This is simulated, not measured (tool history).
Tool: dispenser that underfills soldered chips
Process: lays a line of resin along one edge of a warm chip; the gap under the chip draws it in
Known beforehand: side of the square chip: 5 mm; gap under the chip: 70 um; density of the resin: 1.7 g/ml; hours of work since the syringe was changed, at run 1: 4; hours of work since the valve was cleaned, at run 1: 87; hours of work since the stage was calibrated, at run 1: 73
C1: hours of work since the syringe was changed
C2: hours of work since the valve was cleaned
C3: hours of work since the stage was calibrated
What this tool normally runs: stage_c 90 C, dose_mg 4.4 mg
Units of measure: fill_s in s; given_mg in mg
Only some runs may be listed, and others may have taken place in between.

{"run": 1, "hour": 0.0, "stage_c": 90, "dose_mg": 4.4, "C1": 4, "C2": 87, "C3": 73, "fill_s": 18.5, "given_mg": 4.03}
{"run": 2, "hour": 5.7, "stage_c": 90, "dose_mg": 5.26, "C1": 8, "C2": 91, "C3": 77, "fill_s": 19.5, "given_mg": 4.75}
{"hour": 6.8, "done": "new syringe of resin"}
{"run": 3, "hour": 8.3, "stage_c": 90, "dose_mg": 5.26, "C1": 1, "C2": 92, "C3": 79, "fill_s": 15.5, "given_mg": 4.87}
{"run": 4, "hour": 11.6, "stage_c": 90, "dose_mg": 5.26, "C1": 3, "C2": 95, "C3": 81, "fill_s": 17.1, "given_mg": 4.91}
{"run": 5, "hour": 15.9, "stage_c": 90, "dose_mg": 5.26, "C1": 6, "C2": 98, "C3": 84, "fill_s": 18.7, "given_mg": 4.82}
{"hour": 20.1, "done": "new syringe of resin"}
{"run": 6, "hour": 21.8, "stage_c": 90, "dose_mg": 5.26, "C1": 1, "C2": 102, "C3": 88, "fill_s": 16.3, "given_mg": 4.78}
{"run": 7, "hour": 26.5, "stage_c": 90, "dose_mg": 5.26, "C1": 4, "C2": 105, "C3": 91, "fill_s": 17.7, "given_mg": 4.76}
{"run": 8, "hour": 30.1, "stage_c": 90, "dose_mg": 4.78, "C1": 7, "C2": 107, "C3": 94, "fill_s": 19.4, "given_mg": 4.31}
{"hour": 33.4, "done": "new syringe of resin"}
{"run": 9, "hour": 34.7, "stage_c": 105, "dose_mg": 4.78, "C1": 1, "C2": 110, "C3": 97, "fill_s": 9.6, "given_mg": 4.36}
{"run": 10, "hour": 38.4, "stage_c": 89, "dose_mg": 4.37, "C1": 3, "C2": 113, "C3": 99, "fill_s": 18.7, "given_mg": 3.99}
{"hour": 41.0, "done": "dispensing valve cleaned and set on the balance"}
{"run": 11, "hour": 43.2, "stage_c": 89, "dose_mg": 4.37, "C1": 6, "C2": 2, "C3": 102, "fill_s": 19.9, "given_mg": 4.27}
{"run": 12, "hour": 46.8, "stage_c": 95, "dose_mg": 4.93, "C1": 9, "C2": 4, "C3": 104, "fill_s": 17.2, "given_mg": 4.82}
{"hour": 47.6, "done": "new syringe of resin"}
{"run": 13, "hour": 50.4, "stage_c": 90, "dose_mg": 5.28, "C1": 2, "C2": 6, "C3": 107, "fill_s": 15.8, "given_mg": 5.28}
{"run": 14, "hour": 54.6, "stage_c": 89, "dose_mg": 5.28, "C1": 5, "C2": 9, "C3": 110, "fill_s": 18.7, "given_mg": 5.23}

The next listed run, before its measurement:
{"run": 15, "hour": 57.2, "stage_c": 89, "dose_mg": 5.28, "C1": 7, "C2": 11, "C3": 111, "fill_s": "?", "given_mg": "?"}

{"run 15": {"fill_s": 19.4, "given_mg": 5.25}}
If the tool had no hidden condition, the same run with the same run-to-run variation would have returned fill_s 15.5 s, given_mg 5.3 mg.

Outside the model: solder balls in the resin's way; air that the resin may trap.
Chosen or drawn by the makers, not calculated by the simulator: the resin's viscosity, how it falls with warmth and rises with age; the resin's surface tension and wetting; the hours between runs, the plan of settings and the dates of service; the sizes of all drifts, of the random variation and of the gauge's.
